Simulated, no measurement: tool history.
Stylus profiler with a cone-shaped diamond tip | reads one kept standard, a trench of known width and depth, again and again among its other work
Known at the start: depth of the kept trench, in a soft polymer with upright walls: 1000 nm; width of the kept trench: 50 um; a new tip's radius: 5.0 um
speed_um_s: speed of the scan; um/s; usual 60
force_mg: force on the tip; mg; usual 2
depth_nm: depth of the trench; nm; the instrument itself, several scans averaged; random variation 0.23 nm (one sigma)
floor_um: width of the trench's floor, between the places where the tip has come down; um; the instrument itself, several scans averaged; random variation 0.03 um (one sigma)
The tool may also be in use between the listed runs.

run      day  speed_um_s  force_mg  depth_nm  floor_um
  1        0          60         2   1013.94      42.5
  2     3.45          28         2   1014.69     42.57
  3    5.708          28         2   1015.25     42.53
  4    9.071          28         2   1014.92     42.44
  5   12.742          28         2   1015.42     42.37
  6   15.688          28      0.93    1010.4     42.21
  7   19.029          60         2   1015.26     42.08
  8   22.875          60         2   1015.51     41.97
  9   24.854          60         2   1015.85     41.93
 10   27.033          60      3.88   1023.21     41.96
 11   29.662          60      3.88   1022.51     41.92
 12   32.083         198      3.88   1022.79     41.37
 13   34.379         198      3.88    1022.7     41.31
 14   37.654         198      3.88   1023.33      41.3
 15   39.746          60         2   1016.85      41.6
 16   42.479          60         2   1016.52     41.52
      42.746  -- height scale calibrated on a step standard
 17   45.175          60         2   1017.84     41.49
 18   48.358          60         2   1018.29     41.41
      51.358  -- height scale calibrated on a step standard, once more
 19     52.2          60         2   1011.15     41.37
 20   54.171          60         2   1011.63     41.27
 21   56.904          60         2   1011.61     41.27
 22   60.654          60      0.77   1006.49     41.02
 23   64.058         136         2   1011.91     40.69
 24   67.612         151      1.29   1009.07     40.43
 25   70.617          62      0.73   1007.04     40.81
 26   73.383          62      0.73   1006.43     40.81
 27   75.367         205      0.73   1007.22     39.67
 28   77.846         205      0.73   1007.04     39.57
 29   79.521         209      4.51   1021.35     40.49
 30   83.262          92      3.48   1018.19     40.69
 31    84.95          92      3.48   1018.64     40.66
 32   86.742          92      3.48   1018.69     40.66
 33   88.946          24      3.45   1018.44     40.82
 34   91.821          89      4.07   1020.83     40.56
 35   94.017          89      4.07   1021.33     40.54
 36   96.158          52      3.45   1019.26     40.58
 37   99.642          52      3.45   1019.95     40.54
 38    103.1          52      3.45   1019.71     40.47
 39  106.571          90         2   1014.79     40.19
 40  109.633         165      2.53   1016.64     39.94
 41  111.325          70       5.2   1025.54     40.31
 42  113.304          70       5.2   1025.45     40.27
 43    115.5          70       5.2   1025.77     40.26
 44   117.35          20      1.27    1011.8     40.26

Forecast run 45:
 45  119.225          20      1.27         ?         ?

{"run 45": {"depth_nm": 1012.44, "floor_um": 40.21}}
Without the tool's hidden state the same run would have given depth_nm 1008.77 nm, floor_um 43.84 um.

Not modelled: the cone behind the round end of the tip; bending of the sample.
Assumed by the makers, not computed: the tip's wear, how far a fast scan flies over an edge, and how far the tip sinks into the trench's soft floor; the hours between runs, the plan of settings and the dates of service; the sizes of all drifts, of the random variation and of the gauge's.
